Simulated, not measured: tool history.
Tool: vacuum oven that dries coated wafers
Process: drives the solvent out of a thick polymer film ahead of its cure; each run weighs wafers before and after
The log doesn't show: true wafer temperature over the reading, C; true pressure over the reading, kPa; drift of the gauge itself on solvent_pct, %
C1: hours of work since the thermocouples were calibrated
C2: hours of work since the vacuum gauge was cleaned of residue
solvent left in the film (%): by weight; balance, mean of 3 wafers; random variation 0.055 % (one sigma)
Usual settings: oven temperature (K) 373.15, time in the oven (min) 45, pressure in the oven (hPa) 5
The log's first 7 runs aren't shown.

Run 8, hour 125.9: usual settings but oven temperature (K) 371.15; C1 1039; C2 630. Result: solvent left in the film (%) 3.09.
Run 9, hour 147.6: usual settings; C1 1056; C2 647. Result: solvent left in the film (%) 2.44.
Run 10, hour 163.6: usual settings but time in the oven (min) 28; C1 1068; C2 659. Result: solvent left in the film (%) 4.89.
Run 11, hour 183.9: usual settings but time in the oven (min) 28; C1 1084; C2 675. Result: solvent left in the film (%) 4.83.
Run 12, hour 193.8: usual settings but time in the oven (min) 28; C1 1092; C2 683. Result: solvent left in the film (%) 4.93.
Run 13, hour 204.2: usual settings but oven temperature (K) 381.15; C1 1100; C2 691. Result: solvent left in the film (%) 0.8.
Run 14, hour 216.7: usual settings but oven temperature (K) 381.15; C1 1109; C2 701. Result: solvent left in the film (%) 0.72.
Run 15, hour 230.3: usual settings but oven temperature (K) 381.15; C1 1120; C2 711. Result: solvent left in the film (%) 0.66.
Run 16, hour 243.2: usual settings; C1 1130; C2 721. Result: solvent left in the film (%) 2.46.
Run 17, hour 253.2: usual settings; C1 1138; C2 729. Result: solvent left in the film (%) 2.39.
Run 18, hour 265.9: usual settings; C1 1148; C2 739. Result: solvent left in the film (%) 2.42.
Run 19, hour 283.8: usual settings; C1 1161; C2 753. Result: solvent left in the film (%) 2.39.
Run 20, hour 302.3: usual settings but pressure in the oven (hPa) 7.31; C1 1176; C2 767. Result: solvent left in the film (%) 2.6.
Run 21, hour 322: usual settings but oven temperature (K) 387.15; C1 1191; C2 782. Result: solvent left in the film (%) 0.2.
Run 22, hour 339.9: usual settings but oven temperature (K) 370.15, pressure in the oven (hPa) 13.7; C1 1205; C2 796. Result: solvent left in the film (%) 3.75.
Run 23, hour 358.1: usual settings but oven temperature (K) 385.15, time in the oven (min) 59, pressure in the oven (hPa) 6.1; C1 1219; C2 810. Result: solvent left in the film (%) 0.28.
Run 24, hour 379.6: usual settings but oven temperature (K) 360.15, time in the oven (min) 25, pressure in the oven (hPa) 2.7; C1 1236; C2 827. Result: solvent left in the film (%) 10.56.
Run 25, hour 392.2: usual settings but oven temperature (K) 360.15, time in the oven (min) 37, pressure in the oven (hPa) 14.78; C1 1245; C2 837. Result: solvent left in the film (%) 9.19.
Run 26, hour 403.8: usual settings but time in the oven (min) 67, pressure in the oven (hPa) 14.51; C1 1255; C2 846. Result: solvent left in the film (%) 1.44.
Run 27, hour 418.6: usual settings but time in the oven (min) 67, pressure in the oven (hPa) 14.51; C1 1266; C2 857. Result: solvent left in the film (%) 1.52.
Run 28, hour 437.2: usual settings but oven temperature (K) 368.15, pressure in the oven (hPa) 10; C1 1280; C2 872. Result: solvent left in the film (%) 4.41.
Run 29, hour 455.9: usual settings but oven temperature (K) 386.15, time in the oven (min) 34, pressure in the oven (hPa) 19.13; C1 1295; C2 886. Result: solvent left in the film (%) 1.04.
Run 30, hour 468.4: usual settings but oven temperature (K) 365.15, time in the oven (min) 23, pressure in the oven (hPa) 4.22; C1 1305; C2 896. Result: solvent left in the film (%) 9.37.
Run 31, hour 481.1: usual settings but oven temperature (K) 365.15, time in the oven (min) 39, pressure in the oven (hPa) 3.79; C1 1314; C2 906. Result: solvent left in the film (%) 6.3.
Run 32, hour 496: usual settings but oven temperature (K) 365.15, time in the oven (min) 39, pressure in the oven (hPa) 3.79; C1 1326; C2 917. Result: solvent left in the film (%) 6.07.

Run 33 comes next. What will it give?
Run 33, hour 511.8: usual settings but oven temperature (K) 365.15, time in the oven (min) 39, pressure in the oven (hPa) 3.79; C1 1338; C2 930. Result: solvent left in the film (%) ?.

{"run 33": {"solvent left in the film (%)": 6.15}}
Without the tool's hidden state the same run would have given solvent left in the film (%) 6.1.
